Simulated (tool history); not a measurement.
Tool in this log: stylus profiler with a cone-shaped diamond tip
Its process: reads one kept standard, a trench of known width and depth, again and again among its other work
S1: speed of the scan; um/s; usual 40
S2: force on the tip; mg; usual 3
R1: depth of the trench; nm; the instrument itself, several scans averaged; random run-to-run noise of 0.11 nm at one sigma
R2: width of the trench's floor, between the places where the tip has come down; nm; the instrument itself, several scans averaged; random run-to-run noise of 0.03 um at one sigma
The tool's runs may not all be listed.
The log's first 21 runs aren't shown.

run,hour,S1,S2,R1,R2
22,896.6,40,5.56,201.94,27280
23,953.7,40,1.47,200.36,27100
24,1007.9,56,5.53,201.53,27110
25,1058,56,5.53,201.52,27120
26,1116.6,56,5.53,201.62,27050
27,1165.4,56,5.53,201.36,27050
28,1223.5,15,1.04,199.92,27100
29,1279.3,16,1.26,200.1,27030
30,1334.5,76,8.46,202.18,26900
# hour 1388.8: new tip fitted, height scale calibrated
31,1394.1,56,1.74,201.01,27860
32,1434.7,20,1.74,200.78,28050
33,1490.7,20,1.74,200.79,28020
34,1524,20,1.74,200.77,27930
35,1554.6,29,5.31,202.08,27990
36,1606.4,96,4.85,201.88,27630
37,1638.3,26,6.89,202.34,27890
38,1694.3,26,6.89,202.55,27860
39,1742,26,3.85,201.75,27780
40,1767.5,26,3.85,201.49,27740
41,1805.2,26,5.98,202.25,27840
42,1857.9,71,1.22,200.74,27140
43,1903.4,25,2.85,201.13,27680
44,1934.6,50,3,201.3,27520
45,1965.6,128,4.69,201.79,27170
46,1994.1,39,4.69,201.73,27480

What if the next run were any one of these 4? Each begins from the tool's condition after run 46:
A,2034.6,40,2.09,?,?
B,2034.6,72,3.03,?,?
C,2034.6,13,4.85,?,?
D,2034.6,58,7.25,?,?

run,R1,R2
A,200.8,27400
B,201.12,27270
C,201.72,27670
D,202.39,27480
Take away the tool's hidden state, keep each run's random variation, and the runs would have read:
run,R1,R2
A,201.18,27980
B,201.5,27850
C,202.1,28250
D,202.77,28060
